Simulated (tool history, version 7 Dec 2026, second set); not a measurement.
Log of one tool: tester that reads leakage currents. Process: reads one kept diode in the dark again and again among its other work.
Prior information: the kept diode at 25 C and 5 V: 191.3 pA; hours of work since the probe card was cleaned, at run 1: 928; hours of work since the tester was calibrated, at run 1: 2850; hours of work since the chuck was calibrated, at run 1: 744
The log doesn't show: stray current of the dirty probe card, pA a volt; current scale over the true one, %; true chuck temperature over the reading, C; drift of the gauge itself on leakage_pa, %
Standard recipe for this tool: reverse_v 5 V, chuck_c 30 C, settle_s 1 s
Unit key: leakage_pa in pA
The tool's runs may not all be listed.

run,hour,reverse_v,chuck_c,settle_s,hours of work since the probe card was cleaned,hours of work since the tester was calibrated,hours of work since the chuck was calibrated,leakage_pa
1,0,5,30,1,928,2850,744,299.36
2,169.1,5,30,1,1015,2937,831,298.04
3,340.1,5,30,1,1103,3025,919,300.63
4,500.1,5,30,1,1185,3107,1001,300.3
5,694.9,5,23,1,1285,3207,1102,160.3
6,905.1,5,23,1,1393,3315,1210,160.03
7,1070.7,5,30,1.22,1479,3400,1295,300.57
8,1239.4,5,24,1,1565,3487,1382,176.07
9,1385.1,5,30,1.86,1640,3562,1457,299.97
10,1553.5,5,30,1.86,1727,3649,1543,300.32
# hour 1681.1: chuck's temperature calibrated
11,1754.8,5,30,1.86,1829,3751,38,299.79
12,1925.4,5,30,4.38,1917,3839,126,299.1
13,2079.6,5,30,4.38,1997,3918,205,301.04
14,2270.6,5,30,4.38,2095,4017,303,301.24
15,2366.4,5,30,4.38,2144,4066,352,297.74
16,2512.3,7.65,48,0.62,2219,4141,428,1633.41
17,2710,7.65,48,0.62,2321,4243,529,1635.89
18,2811.9,2.32,46,0.76,2373,4295,582,789.29
19,3050.1,8.52,39,0.76,2496,4418,704,837.51
# hour 3262.6: tester calibrated
20,3274.3,5,51,0.73,2610,6,818,1688.41
21,3387.4,5,51,0.73,2668,64,877,1683.29
22,3617.6,3.27,25,9.07,2787,183,995,156.48

Run 23, settings as shown, results not yet in. Your forecast:
23,3823.5,3.27,25,9.07,2892,288,1101,?

Run 23 gave leakage_pa 156.95 pA.
Had the tool carried no hidden state, the very same run would have given leakage_pa 156.78 pA.
